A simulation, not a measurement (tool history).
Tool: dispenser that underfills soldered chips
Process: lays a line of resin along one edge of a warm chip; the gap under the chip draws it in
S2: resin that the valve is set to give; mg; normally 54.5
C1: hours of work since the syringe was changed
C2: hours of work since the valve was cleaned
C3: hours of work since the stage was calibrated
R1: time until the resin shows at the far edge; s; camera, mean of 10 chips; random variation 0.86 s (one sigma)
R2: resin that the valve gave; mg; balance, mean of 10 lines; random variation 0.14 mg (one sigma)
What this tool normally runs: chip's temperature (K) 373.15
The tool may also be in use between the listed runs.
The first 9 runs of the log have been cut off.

At hour 57.7: new syringe of resin.
Run 10, hour 60.1: usual settings but S2 65.2 mg; C1 2; C2 50; C3 146. Result: R1 89.4 s, R2 61.87 mg.
At hour 63.6: dispensing valve cleaned and set on the balance.
At hour 67.6: new syringe of resin.
Run 11, hour 68.5: usual settings but S2 65.2 mg; C1 1; C2 3; C3 151. Result: R1 82.2 s, R2 65.05 mg.
Run 12, hour 75.6: usual settings but S2 65.2 mg; C1 6; C2 8; C3 156. Result: R1 117.9 s, R2 64.72 mg.
At hour 76.4: new syringe of resin.
Run 13, hour 83.2: usual settings but S2 65.2 mg; C1 5; C2 13; C3 161. Result: R1 112.7 s, R2 64.45 mg.
At hour 85.4: new syringe of resin.
Run 14, hour 91.7: usual settings but chip's temperature (K) 360.15, S2 65.2 mg; C1 4; C2 19; C3 167. Result: R1 200.9 s, R2 64.18 mg.
At hour 94.5: new syringe of resin.
Run 15, hour 96.6: usual settings but chip's temperature (K) 371.15, S2 65.2 mg; C1 2; C2 22; C3 170. Result: R1 96.4 s, R2 63.65 mg.
At hour 103.5: new syringe of resin.
Run 16, hour 104.9: usual settings but chip's temperature (K) 371.15, S2 65.2 mg; C1 1; C2 28; C3 176. Result: R1 93.5 s, R2 63.59 mg.
Run 17, hour 108.5: usual settings but chip's temperature (K) 371.15, S2 65.2 mg; C1 3; C2 30; C3 178. Result: R1 111.6 s, R2 63.38 mg.
At hour 112.3: new syringe of resin.
Run 18, hour 117.1: usual settings but chip's temperature (K) 366.15, S2 57.2 mg; C1 3; C2 36; C3 184. Result: R1 141.7 s, R2 54.86 mg.
At hour 121.7: new syringe of resin.
Run 19, hour 122.7: usual settings but chip's temperature (K) 366.15, S2 52.5 mg; C1 1; C2 40; C3 188. Result: R1 117.8 s, R2 50.66 mg.
At hour 130.5: new syringe of resin.
Run 20, hour 131.3: usual settings but S2 63.9 mg; C1 1; C2 46; C3 193. Result: R1 81.1 s, R2 61.09 mg.
At hour 139.6: new syringe of resin.
At hour 140.9: dispensing valve cleaned and set on the balance.
Run 21, hour 140.9: usual settings but S2 63.9 mg; C1 0; C2 0; C3 199. Result: R1 79.3 s, R2 63.73 mg.
Run 22, hour 147.6: usual settings but S2 58.5 mg; C1 5; C2 5; C3 204. Result: R1 110.5 s, R2 58.35 mg.
At hour 149.5: new syringe of resin.
Run 23, hour 155.3: usual settings but chip's temperature (K) 368.15; C1 4; C2 10; C3 209. Result: R1 133.6 s, R2 53.91 mg.
At hour 158.4: new syringe of resin.
Run 24, hour 164: usual settings but chip's temperature (K) 368.15, S2 60.4 mg; C1 4; C2 16; C3 215. Result: R1 130.5 s, R2 59.43 mg.
At hour 167.2: new syringe of resin.
Run 25, hour 170.6: usual settings but chip's temperature (K) 363.15, S2 56.8 mg; C1 2; C2 20; C3 219. Result: R1 144.2 s, R2 55.79 mg.
At hour 176.3: new syringe of resin.
Run 26, hour 177.7: usual settings but chip's temperature (K) 381.15, S2 51.1 mg; C1 1; C2 25; C3 224. Result: R1 60.2 s, R2 49.99 mg.
Run 27, hour 184.2: usual settings but chip's temperature (K) 381.15, S2 51.1 mg; C1 5; C2 29; C3 229. Result: R1 85.4 s, R2 49.75 mg.
At hour 185.4: new syringe of resin.
Run 28, hour 191.2: usual settings but chip's temperature (K) 362.15, S2 51.1 mg; C1 4; C2 34; C3 233. Result: R1 178.8 s, R2 49.4 mg.
At hour 194.6: new syringe of resin.
Run 29, hour 197.8: usual settings but chip's temperature (K) 374.15, S2 70.8 mg; C1 2; C2 38; C3 238. Result: R1 89.4 s, R2 68.26 mg.
At hour 203.4: new syringe of resin.
Run 30, hour 205.8: usual settings but chip's temperature (K) 387.15, S2 70.7 mg; C1 2; C2 44; C3 243. Result: R1 49.2 s, R2 68.06 mg.

For run 31, what comes out?
At hour 212.3: new syringe of resin.
Run 31, hour 212.3: usual settings but chip's temperature (K) 387.15, S2 70.7 mg; C1 0; C2 48; C3 247. Result: R1 ?, R2 ?.

Run 31 came out at R1 42.8 s, R2 67.52 mg.
The same run, on a tool lacking any hidden state, would have yielded R1 44.4 s, R2 70.67 mg.

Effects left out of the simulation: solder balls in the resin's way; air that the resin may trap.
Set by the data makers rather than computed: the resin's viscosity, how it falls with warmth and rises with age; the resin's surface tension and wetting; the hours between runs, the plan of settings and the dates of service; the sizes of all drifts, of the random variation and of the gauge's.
